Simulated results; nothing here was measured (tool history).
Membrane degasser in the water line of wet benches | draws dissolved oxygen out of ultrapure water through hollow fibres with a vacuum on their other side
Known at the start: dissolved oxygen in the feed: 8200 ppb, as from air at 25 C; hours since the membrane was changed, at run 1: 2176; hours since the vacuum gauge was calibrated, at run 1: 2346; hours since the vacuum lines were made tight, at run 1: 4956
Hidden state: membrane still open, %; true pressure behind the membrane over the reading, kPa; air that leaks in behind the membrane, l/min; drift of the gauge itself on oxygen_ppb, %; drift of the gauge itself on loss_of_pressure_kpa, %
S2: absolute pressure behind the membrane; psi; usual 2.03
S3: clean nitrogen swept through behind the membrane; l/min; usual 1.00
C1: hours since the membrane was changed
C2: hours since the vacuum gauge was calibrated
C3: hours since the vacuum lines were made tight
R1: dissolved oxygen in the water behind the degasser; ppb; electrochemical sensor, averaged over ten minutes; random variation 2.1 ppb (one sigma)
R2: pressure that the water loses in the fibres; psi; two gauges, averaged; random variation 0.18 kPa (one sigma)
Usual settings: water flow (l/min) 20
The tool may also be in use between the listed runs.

run 1 hour=0.0 | water_flow_(l/min)=20 S2=2.03 S3=1.00 | C1=2176 C2=2346 C3=4956 | R1=478.9 R2=4.782
run 2 hour=33.5 | water_flow_(l/min)=20 S2=2.03 S3=1.00 | C1=2210 C2=2380 C3=4989 | R1=486.7 R2=4.820
run 3 hour=85.5 | water_flow_(l/min)=20 S2=2.03 S3=1.00 | C1=2262 C2=2432 C3=5041 | R1=487.6 R2=4.776
run 4 hour=141.8 | water_flow_(l/min)=20 S2=2.03 S3=1.00 | C1=2318 C2=2488 C3=5097 | R1=482.0 R2=4.786
run 5 hour=202.7 | water_flow_(l/min)=20 S2=2.03 S3=1.00 | C1=2379 C2=2549 C3=5158 | R1=484.0 R2=4.762
run 6 hour=259.1 | water_flow_(l/min)=20 S2=2.03 S3=1.00 | C1=2435 C2=2605 C3=5215 | R1=484.2 R2=4.811
run 7 hour=297.5 | water_flow_(l/min)=20 S2=2.03 S3=1.00 | C1=2474 C2=2644 C3=5253 | R1=483.1 R2=4.791
run 8 hour=350.3 | water_flow_(l/min)=20 S2=2.03 S3=1.00 | C1=2527 C2=2697 C3=5306 | R1=484.1 R2=4.846
run 9 hour=386.6 | water_flow_(l/min)=20 S2=2.38 S3=1.00 | C1=2563 C2=2733 C3=5342 | R1=574.7 R2=4.773
run 10 hour=447.0 | water_flow_(l/min)=20 S2=2.28 S3=1.00 | C1=2623 C2=2793 C3=5403 | R1=549.6 R2=4.762
run 11 hour=498.1 | water_flow_(l/min)=20 S2=2.28 S3=1.00 | C1=2674 C2=2844 C3=5454 | R1=554.0 R2=4.815
run 12 hour=552.5 | water_flow_(l/min)=20 S2=2.28 S3=1.00 | C1=2729 C2=2899 C3=5508 | R1=553.2 R2=4.769
-- hour=556.0 vacuum gauge calibrated
run 13 hour=607.0 | water_flow_(l/min)=20 S2=2.28 S3=1.00 | C1=2783 C2=51 C3=5562 | R1=552.4 R2=4.820
run 14 hour=668.8 | water_flow_(l/min)=27 S2=2.03 S3=1.00 | C1=2845 C2=113 C3=5624 | R1=648.8 R2=6.512
run 15 hour=732.8 | water_flow_(l/min)=27 S2=2.03 S3=1.00 | C1=2909 C2=177 C3=5688 | R1=654.4 R2=6.501
run 16 hour=791.5 | water_flow_(l/min)=21 S2=2.03 S3=1.00 | C1=2967 C2=236 C3=5747 | R1=507.2 R2=5.107
run 17 hour=826.4 | water_flow_(l/min)=17 S2=2.03 S3=1.00 | C1=3002 C2=270 C3=5782 | R1=418.9 R2=4.084
run 18 hour=865.9 | water_flow_(l/min)=24 S2=2.03 S3=2.79 | C1=3042 C2=310 C3=5821 | R1=260.2 R2=5.765
-- hour=895.8 vacuum gauge calibrated, once more
run 19 hour=930.3 | water_flow_(l/min)=24 S2=4.25 S3=1.89 | C1=3106 C2=35 C3=5885 | R1=756.8 R2=5.809
run 20 hour=981.9 | water_flow_(l/min)=20 S2=1.26 S3=0.96 | C1=3157 C2=86 C3=5937 | R1=265.9 R2=4.808
run 21 hour=1034.9 | water_flow_(l/min)=20 S2=2.93 S3=0.96 | C1=3210 C2=139 C3=5990 | R1=748.3 R2=4.801
run 22 hour=1102.9 | water_flow_(l/min)=20 S2=2.31 S3=0.96 | C1=3278 C2=207 C3=6058 | R1=572.9 R2=4.820
run 23 hour=1154.0 | water_flow_(l/min)=27 S2=1.33 S3=0.96 | C1=3329 C2=258 C3=6109 | R1=407.8 R2=6.490
run 24 hour=1219.4 | water_flow_(l/min)=17 S2=1.61 S3=1.02 | C1=3395 C2=324 C3=6174 | R1=302.1 R2=4.121
run 25 hour=1280.3 | water_flow_(l/min)=17 S2=1.61 S3=1.02 | C1=3456 C2=385 C3=6235 | R1=301.8 R2=4.076
run 26 hour=1337.2 | water_flow_(l/min)=22 S2=2.03 S3=1.00 | C1=3513 C2=441 C3=6292 | R1=529.5 R2=5.321
run 27 hour=1402.2 | water_flow_(l/min)=25 S2=1.84 S3=1.39 | C1=3578 C2=506 C3=6357 | R1=419.6 R2=6.009
run 28 hour=1442.7 | water_flow_(l/min)=24 S2=2.41 S3=1.49 | C1=3618 C2=547 C3=6397 | R1=510.7 R2=5.815
run 29 hour=1484.1 | water_flow_(l/min)=24 S2=2.41 S3=1.49 | C1=3659 C2=588 C3=6439 | R1=512.5 R2=5.780
run 30 hour=1537.3 | water_flow_(l/min)=24 S2=2.41 S3=1.49 | C1=3713 C2=642 C3=6492 | R1=511.8 R2=5.770
run 31 hour=1577.2 | water_flow_(l/min)=24 S2=2.41 S3=1.49 | C1=3753 C2=681 C3=6532 | R1=511.5 R2=5.773

Forecast each of these 5 alternatives for the next run:
run A hour=1623.7 | water_flow_(l/min)=15 S2=1.52 S3=1.00 | C1=3799 C2=728 C3=6578 | R1=? R2=?
run B hour=1623.7 | water_flow_(l/min)=17 S2=3.23 S3=2.31 | C1=3799 C2=728 C3=6578 | R1=? R2=?
run C hour=1623.7 | water_flow_(l/min)=28 S2=1.51 S3=1.19 | C1=3799 C2=728 C3=6578 | R1=? R2=?
run D hour=1623.7 | water_flow_(l/min)=13 S2=2.13 S3=0.57 | C1=3799 C2=728 C3=6578 | R1=? R2=?
run E hour=1623.7 | water_flow_(l/min)=20 S2=2.41 S3=0.90 | C1=3799 C2=728 C3=6578 | R1=? R2=?

run=A R1=252.0 R2=3.600
run=B R1=342.0 R2=4.110
run=C R1=429.2 R2=6.709
run=D R1=553.7 R2=3.140
run=E R1=633.8 R2=4.863
Without the tool's hidden state the same runs would have given:
run=A R1=245.7 R2=3.561
run=B R1=332.7 R2=4.064
run=C R1=421.7 R2=6.635
run=D R1=542.7 R2=3.105
run=E R1=624.2 R2=4.809
